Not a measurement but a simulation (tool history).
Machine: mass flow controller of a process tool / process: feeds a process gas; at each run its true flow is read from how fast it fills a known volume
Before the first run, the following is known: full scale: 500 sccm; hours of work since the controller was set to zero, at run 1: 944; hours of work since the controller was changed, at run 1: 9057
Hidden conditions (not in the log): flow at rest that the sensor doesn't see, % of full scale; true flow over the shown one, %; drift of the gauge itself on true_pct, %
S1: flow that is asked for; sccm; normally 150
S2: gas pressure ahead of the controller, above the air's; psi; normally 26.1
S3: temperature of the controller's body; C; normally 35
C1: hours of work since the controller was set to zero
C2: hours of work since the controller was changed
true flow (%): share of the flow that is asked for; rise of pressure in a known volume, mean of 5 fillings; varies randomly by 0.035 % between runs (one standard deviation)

Run 1, hour 0: usual settings; C1 944; C2 9057. Result: true flow (%) 96.57.
Run 2, hour 230.2: usual settings; C1 1117; C2 9230. Result: true flow (%) 96.62.
Run 3, hour 478.8: usual settings; C1 1305; C2 9418. Result: true flow (%) 96.68.
Run 4, hour 773.8: usual settings; C1 1527; C2 9640. Result: true flow (%) 96.57.
Run 5, hour 982.6: usual settings; C1 1684; C2 9797. Result: true flow (%) 96.63.
Run 6, hour 1307.8: usual settings but S1 326 sccm; C1 1930; C2 10043. Result: true flow (%) 97.18.
Run 7, hour 1646.3: usual settings but S1 326 sccm; C1 2185; C2 10298. Result: true flow (%) 97.23.
Run 8, hour 1941.7: usual settings but S1 429 sccm, S2 34.4 psi, S3 26 C; C1 2407; C2 10520. Result: true flow (%) 98.06.
Run 9, hour 2249.1: usual settings but S1 168 sccm, S2 26.3 psi, S3 26 C; C1 2639; C2 10752. Result: true flow (%) 97.34.
Run 10, hour 2569.7: usual settings but S3 20 C; C1 2881; C2 10994. Result: true flow (%) 97.7.
Run 11, hour 2776.8: usual settings but S3 20 C; C1 3037; C2 11150. Result: true flow (%) 97.66.
Run 12, hour 3022.2: usual settings but S3 20 C; C1 3222; C2 11335. Result: true flow (%) 97.74.
Run 13, hour 3291.1: usual settings but S1 81 sccm, S2 24.5 psi; C1 3425; C2 11538. Result: true flow (%) 97.02.

5 options for the next run, each taken on its own from the tool as it stands now. Forecast them:
Run A, hour 3572.5: usual settings but S1 368 sccm, S2 21.3 psi, S3 40 C; C1 3637; C2 11750. Result: true flow (%) ?.
Run B, hour 3572.5: usual settings but S1 137 sccm, S2 32.9 psi, S3 21 C; C1 3637; C2 11750. Result: true flow (%) ?.
Run C, hour 3572.5: usual settings but S1 130 sccm, S2 39.6 psi; C1 3637; C2 11750. Result: true flow (%) ?.
Run D, hour 3572.5: usual settings but S1 163 sccm, S2 24.2 psi; C1 3637; C2 11750. Result: true flow (%) ?.
Run E, hour 3572.5: usual settings but S1 101 sccm, S3 37 C; C1 3637; C2 11750. Result: true flow (%) ?.

run  true flow (%)
  A          97.05
  B          97.56
  C           96.5
  D          96.77
  E          96.72
The same runs, with their run-to-run variation unchanged, on a tool lacking any hidden condition would have given:
run  true flow (%)
  A          98.59
  B          98.61
  C          97.51
  D          97.95
  E           97.5
